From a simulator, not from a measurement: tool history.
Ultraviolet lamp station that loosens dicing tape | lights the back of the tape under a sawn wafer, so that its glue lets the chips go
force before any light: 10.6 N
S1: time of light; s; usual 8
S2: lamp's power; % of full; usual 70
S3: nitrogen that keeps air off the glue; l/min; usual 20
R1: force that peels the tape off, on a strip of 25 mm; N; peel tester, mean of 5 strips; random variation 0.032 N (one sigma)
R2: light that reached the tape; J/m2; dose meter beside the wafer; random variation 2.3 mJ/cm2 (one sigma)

Run 1, hour 0.0: usual settings. Result: R1 1.628 N, R2 2110 J/m2.
Run 2, hour 11.1: usual settings. Result: R1 1.617 N, R2 2110 J/m2.
Run 3, hour 24.8: usual settings but S1 15 s. Result: R1 0.418 N, R2 3970 J/m2.
Run 4, hour 42.8: usual settings but S1 15 s. Result: R1 0.428 N, R2 3910 J/m2.
Run 5, hour 51.1: usual settings but S2 72 % of full. Result: R1 1.496 N, R2 2170 J/m2.
Run 6, hour 65.5: usual settings but S2 72 % of full. Result: R1 1.547 N, R2 2170 J/m2.
Run 7, hour 82.7: usual settings. Result: R1 1.592 N, R2 2080 J/m2.
Run 8, hour 100.9: usual settings. Result: R1 1.647 N, R2 2110 J/m2.
Run 9, hour 115.2: usual settings. Result: R1 1.636 N, R2 2120 J/m2.
Run 10, hour 122.7: usual settings but S1 13 s. Result: R1 0.616 N, R2 3380 J/m2.

Forecast run 11:
Run 11, hour 135.5: usual settings but S1 13 s. Result: R1 ?, R2 ?.

{"run 11": {"R1": 0.595, "R2": 3460}}
Without the tool's hidden state the same run would have given R1 0.594 N, R2 3460 J/m2.
